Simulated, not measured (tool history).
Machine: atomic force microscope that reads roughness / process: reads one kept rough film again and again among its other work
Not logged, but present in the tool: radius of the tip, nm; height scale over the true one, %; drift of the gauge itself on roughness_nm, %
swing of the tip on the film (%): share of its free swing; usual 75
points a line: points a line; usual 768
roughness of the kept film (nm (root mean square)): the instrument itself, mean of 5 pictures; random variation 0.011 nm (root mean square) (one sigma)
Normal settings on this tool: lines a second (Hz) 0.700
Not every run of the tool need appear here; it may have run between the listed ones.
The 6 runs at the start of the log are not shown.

| run | hour | lines a second (Hz) | swing of the tip on the film (%) | points a line | pictures with this tip | hours of work since the height scale was calibrated | roughness of the kept film (nm (root mean square)) |
|---|---|---|---|---|---|---|---|
| 7 | 41.8 | 0.700 | 75 | 768 | 103 | 147 | 2.149 |
| 8 | 49.0 | 0.700 | 75 | 768 | 116 | 152 | 2.104 |
| 9 | 56.1 | 0.700 | 84 | 768 | 129 | 157 | 2.032 |
| 10 | 65.1 | 0.700 | 84 | 768 | 145 | 163 | 2.012 |
| 11 | 72.1 | 0.700 | 84 | 768 | 158 | 168 | 2.001 |
| 12 | 81.0 | 0.700 | 75 | 768 | 174 | 174 | 2.012 |
| 13 | 86.3 | 0.700 | 75 | 982 | 184 | 178 | 1.998 |
| 14 | 93.2 | 0.700 | 75 | 982 | 196 | 183 | 1.987 |
| 15 | 97.8 | 0.700 | 75 | 982 | 205 | 186 | 1.976 |
| 16 | 106.3 | 0.700 | 75 | 768 | 220 | 192 | 1.915 |
| 17 | 110.5 | 3.320 | 70 | 880 | 228 | 195 | 1.718 |
| 18 | 117.5 | 0.529 | 69 | 703 | 240 | 200 | 1.941 |
| 19 | 124.7 | 0.548 | 70 | 966 | 253 | 205 | 1.912 |
| 20 | 133.6 | 0.674 | 82 | 953 | 270 | 211 | 1.810 |
| 21 | 140.0 | 1.350 | 78 | 768 | 281 | 216 | 1.735 |
| 22 | 145.3 | 1.350 | 74 | 768 | 291 | 219 | 1.753 |
| 23 | 152.6 | 0.984 | 82 | 435 | 304 | 224 | 1.708 |
| 24 | 159.2 | 0.984 | 57 | 435 | 316 | 229 | 1.803 |
| 25 | 167.2 | 3.673 | 57 | 435 | 331 | 234 | 1.687 |
| 26 | 174.8 | 3.673 | 57 | 435 | 344 | 240 | 1.654 |
| 27 | 182.6 | 0.700 | 88 | 604 | 359 | 245 | 1.625 |

Predict the results of run 28:
| 28 | 189.8 | 0.683 | 57 | 560 | 372 | 250 | ? |

{"run 28": {"roughness of the kept film (nm (root mean square))": 1.748}}
With the hidden condition absent and the run-to-run variation left alone, this run would have shown roughness of the kept film (nm (root mean square)) 2.556.

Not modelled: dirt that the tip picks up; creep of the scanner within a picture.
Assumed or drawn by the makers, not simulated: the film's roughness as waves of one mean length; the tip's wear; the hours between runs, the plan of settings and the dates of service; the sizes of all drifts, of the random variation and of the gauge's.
